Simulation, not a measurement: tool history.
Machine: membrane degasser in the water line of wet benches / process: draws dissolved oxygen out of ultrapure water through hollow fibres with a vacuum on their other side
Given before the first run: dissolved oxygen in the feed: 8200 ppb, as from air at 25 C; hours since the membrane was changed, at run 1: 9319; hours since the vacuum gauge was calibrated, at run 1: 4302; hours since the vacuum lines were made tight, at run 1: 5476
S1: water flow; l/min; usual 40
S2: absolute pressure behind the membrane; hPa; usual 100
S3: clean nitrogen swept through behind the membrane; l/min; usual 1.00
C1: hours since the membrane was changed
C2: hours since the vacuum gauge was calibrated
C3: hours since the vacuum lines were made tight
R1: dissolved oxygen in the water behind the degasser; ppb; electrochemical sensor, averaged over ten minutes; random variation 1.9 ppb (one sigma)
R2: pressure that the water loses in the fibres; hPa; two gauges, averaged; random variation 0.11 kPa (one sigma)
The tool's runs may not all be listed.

Run 1, hour 0.0: usual settings; C1 9319; C2 4302; C3 5476. Result: R1 616.4 ppb, R2 324.8 hPa.
Run 2, hour 187.4: usual settings but S3 0.47 l/min; C1 9506; C2 4490; C3 5663. Result: R1 961.6 ppb, R2 325.7 hPa.
At hour 411.7: membrane cartridge changed.
Run 3, hour 422.6: usual settings but S3 0.47 l/min; C1 11; C2 4721; C3 5894. Result: R1 944.0 ppb, R2 307.6 hPa.
At hour 538.5: vacuum gauge calibrated.
Run 4, hour 699.3: usual settings but S2 76 hPa, S3 0.47 l/min; C1 287; C2 161; C3 6171. Result: R1 641.1 ppb, R2 307.2 hPa.
Run 5, hour 924.8: usual settings but S1 46 l/min, S2 76 hPa, S3 0.47 l/min; C1 513; C2 386; C3 6396. Result: R1 710.2 ppb, R2 354.1 hPa.
Run 6, hour 1099.5: usual settings but S1 36 l/min, S2 76 hPa, S3 0.47 l/min; C1 687; C2 561; C3 6571. Result: R1 591.3 ppb, R2 277.8 hPa.
At hour 1224.2: seals of the vacuum lines changed.
Run 7, hour 1304.3: usual settings but S3 0.57 l/min; C1 890; C2 764; C3 80. Result: R1 840.2 ppb, R2 308.6 hPa.
Run 8, hour 1468.4: usual settings; C1 1054; C2 928; C3 244. Result: R1 588.1 ppb, R2 307.6 hPa.
Run 9, hour 1640.3: usual settings; C1 1226; C2 1100; C3 416. Result: R1 588.6 ppb, R2 311.0 hPa.
Run 10, hour 1867.0: usual settings; C1 1453; C2 1327; C3 643. Result: R1 588.3 ppb, R2 308.9 hPa.
Run 11, hour 2146.8: usual settings; C1 1733; C2 1606; C3 923. Result: R1 595.5 ppb, R2 310.1 hPa.
Run 12, hour 2338.5: usual settings but S1 43 l/min; C1 1924; C2 1798; C3 1114. Result: R1 629.7 ppb, R2 335.0 hPa.
Run 13, hour 2491.0: usual settings but S1 43 l/min, S3 1.23 l/min; C1 2077; C2 1951; C3 1267. Result: R1 551.8 ppb, R2 335.4 hPa.
Run 14, hour 2619.1: usual settings; C1 2205; C2 2079; C3 1395. Result: R1 593.7 ppb, R2 313.1 hPa.
Run 15, hour 2775.9: usual settings but S3 2.00 l/min; C1 2362; C2 2235; C3 1552. Result: R1 371.8 ppb, R2 314.1 hPa.
Run 16, hour 2905.8: usual settings but S3 2.00 l/min; C1 2492; C2 2365; C3 1682. Result: R1 373.7 ppb, R2 311.9 hPa.
Run 17, hour 3020.9: usual settings but S3 2.00 l/min; C1 2607; C2 2480; C3 1797. Result: R1 375.5 ppb, R2 311.8 hPa.
Run 18, hour 3167.2: usual settings but S3 2.00 l/min; C1 2753; C2 2627; C3 1943. Result: R1 376.4 ppb, R2 312.1 hPa.
Run 19, hour 3325.1: usual settings but S3 2.00 l/min; C1 2911; C2 2785; C3 2101. Result: R1 378.2 ppb, R2 312.2 hPa.
Run 20, hour 3540.8: usual settings but S1 56 l/min, S2 91 hPa, S3 0.44 l/min; C1 3127; C2 3000; C3 2317. Result: R1 1092.8 ppb, R2 439.7 hPa.
Run 21, hour 3806.6: usual settings but S1 56 l/min, S2 95 hPa, S3 0.52 l/min; C1 3392; C2 3266; C3 2582. Result: R1 1062.4 ppb, R2 440.0 hPa.
Run 22, hour 3924.4: usual settings but S3 0.50 l/min; C1 3510; C2 3384; C3 2700. Result: R1 916.6 ppb, R2 314.2 hPa.
Run 23, hour 4070.5: usual settings but S2 218 hPa, S3 0.51 l/min; C1 3656; C2 3530; C3 2846. Result: R1 2063.1 ppb, R2 312.8 hPa.
Run 24, hour 4324.2: usual settings but S1 36 l/min, S3 0.78 l/min; C1 3910; C2 3784; C3 3100. Result: R1 644.5 ppb, R2 284.4 hPa.
Run 25, hour 4532.6: usual settings but S1 36 l/min, S3 0.78 l/min; C1 4118; C2 3992; C3 3308. Result: R1 644.3 ppb, R2 283.3 hPa.
Run 26, hour 4762.8: usual settings but S1 43 l/min, S3 1.29 l/min; C1 4349; C2 4222; C3 3539. Result: R1 545.4 ppb, R2 337.4 hPa.
Run 27, hour 4953.3: usual settings but S1 42 l/min, S3 0.79 l/min; C1 4539; C2 4413; C3 3729. Result: R1 728.1 ppb, R2 333.1 hPa.
Run 28, hour 5196.8: usual settings but S1 42 l/min, S3 0.79 l/min; C1 4783; C2 4656; C3 3973. Result: R1 732.3 ppb, R2 332.0 hPa.
At hour 5375.2: vacuum gauge calibrated.
Run 29, hour 5396.0: usual settings but S1 42 l/min, S3 0.79 l/min; C1 4981; C2 21; C3 4171. Result: R1 726.1 ppb, R2 333.6 hPa.
Run 30, hour 5514.0: usual settings but S1 58 l/min, S2 238 hPa, S3 2.80 l/min; C1 5099; C2 139; C3 4289. Result: R1 1000.7 ppb, R2 459.8 hPa.
Run 31, hour 5775.2: usual settings but S2 201 hPa, S3 3.00 l/min; C1 5360; C2 400; C3 4550. Result: R1 581.9 ppb, R2 317.2 hPa.

Branching from run 31: 5 alternative next runs. What would each branch give?
Run A, hour 5959.1: usual settings but S1 50 l/min, S2 104 hPa, S3 0.43 l/min; C1 5544; C2 584; C3 4734. Result: R1 ?, R2 ?.
Run B, hour 5959.1: usual settings but S2 201 hPa, S3 1.39 l/min; C1 5544; C2 584; C3 4734. Result: R1 ?, R2 ?.
Run C, hour 5959.1: usual settings but S1 54 l/min, S2 187 hPa, S3 3.00 l/min; C1 5544; C2 584; C3 4734. Result: R1 ?, R2 ?.
Run D, hour 5959.1: usual settings but S1 31 l/min, S2 236 hPa, S3 3.00 l/min; C1 5544; C2 584; C3 4734. Result: R1 ?, R2 ?.
Run E, hour 5959.1: usual settings but S2 201 hPa, S3 0.87 l/min; C1 5544; C2 584; C3 4734. Result: R1 ?, R2 ?.

run      R1     R2
  A  1204.0  396.9
  B  1016.6  320.6
  C   726.0  430.4
  D   533.5  246.9
  E  1392.9  316.3
With the hidden condition removed and each run's random variation left untouched, the same runs would have given:
run      R1     R2
  A  1194.2  383.0
  B   994.7  309.4
  C   700.6  415.4
  D   513.9  238.3
  E  1375.3  305.2

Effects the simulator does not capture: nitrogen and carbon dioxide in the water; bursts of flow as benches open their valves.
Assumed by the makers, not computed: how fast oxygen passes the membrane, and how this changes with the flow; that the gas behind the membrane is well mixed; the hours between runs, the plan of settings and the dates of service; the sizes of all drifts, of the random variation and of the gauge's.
